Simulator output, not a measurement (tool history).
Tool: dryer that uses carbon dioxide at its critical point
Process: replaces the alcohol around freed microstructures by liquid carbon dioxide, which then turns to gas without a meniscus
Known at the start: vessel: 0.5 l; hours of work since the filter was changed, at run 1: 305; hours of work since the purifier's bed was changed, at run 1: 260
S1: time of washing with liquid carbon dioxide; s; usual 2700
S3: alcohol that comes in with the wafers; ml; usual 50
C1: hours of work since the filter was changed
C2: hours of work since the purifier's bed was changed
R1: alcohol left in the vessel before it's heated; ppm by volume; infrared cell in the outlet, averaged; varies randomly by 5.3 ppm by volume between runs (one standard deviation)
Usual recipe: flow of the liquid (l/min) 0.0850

Run 1, day 0.000: usual settings; C1 305; C2 260. Result: R1 317 ppm by volume.
Run 2, day 0.800: usual settings but flow of the liquid (l/min) 0.1366; C1 314; C2 269. Result: R1 157 ppm by volume.
Run 3, day 1.504: usual settings but flow of the liquid (l/min) 0.1366, S3 40 ml; C1 321; C2 276. Result: R1 131 ppm by volume.
Run 4, day 2.000: usual settings but flow of the liquid (l/min) 0.1366, S3 40 ml; C1 326; C2 282. Result: R1 146 ppm by volume.
Run 5, day 2.458: usual settings but flow of the liquid (l/min) 0.1366, S3 40 ml; C1 331; C2 286. Result: R1 141 ppm by volume.
Run 6, day 2.942: usual settings but flow of the liquid (l/min) 0.1366, S3 40 ml; C1 336; C2 292. Result: R1 151 ppm by volume.
Run 7, day 3.746: usual settings; C1 345; C2 300. Result: R1 349 ppm by volume.
Run 8, day 4.679: usual settings; C1 355; C2 310. Result: R1 367 ppm by volume.
Run 9, day 5.500: usual settings; C1 364; C2 319. Result: R1 371 ppm by volume.
Run 10, day 6.067: usual settings; C1 370; C2 325. Result: R1 383 ppm by volume.
Run 11, day 6.525: usual settings; C1 375; C2 330. Result: R1 383 ppm by volume.
Run 12, day 7.117: usual settings but S1 2520 s, flow of the liquid (l/min) 0.0884, S3 22 ml; C1 381; C2 336. Result: R1 286 ppm by volume.
Run 13, day 7.746: usual settings but S1 2280 s, flow of the liquid (l/min) 0.1253, S3 87 ml; C1 388; C2 343. Result: R1 232 ppm by volume.
Run 14, day 8.717: usual settings but S1 1800 s, flow of the liquid (l/min) 0.0798, S3 48 ml; C1 398; C2 353. Result: R1 2357 ppm by volume.
Run 15, day 9.262: usual settings but S1 1800 s, flow of the liquid (l/min) 0.1207, S3 111 ml; C1 404; C2 359. Result: R1 782 ppm by volume.
Run 16, day 9.875: usual settings but flow of the liquid (l/min) 0.1110; C1 411; C2 366. Result: R1 220 ppm by volume.
Run 17, day 10.621: usual settings but flow of the liquid (l/min) 0.1110; C1 418; C2 374. Result: R1 211 ppm by volume.
Run 18, day 11.279: usual settings but S1 3360 s, flow of the liquid (l/min) 0.1005, S3 64 ml; C1 426; C2 381. Result: R1 208 ppm by volume.

Predict the results of run 19:
Run 19, day 12.079: usual settings but S1 1740 s, flow of the liquid (l/min) 0.0662, S3 42 ml; C1 434; C2 389. Result: R1 ?.

R1: 4462 ppm by volume
Minus the tool's unlogged condition, the same run would have read R1 2850 ppm by volume.

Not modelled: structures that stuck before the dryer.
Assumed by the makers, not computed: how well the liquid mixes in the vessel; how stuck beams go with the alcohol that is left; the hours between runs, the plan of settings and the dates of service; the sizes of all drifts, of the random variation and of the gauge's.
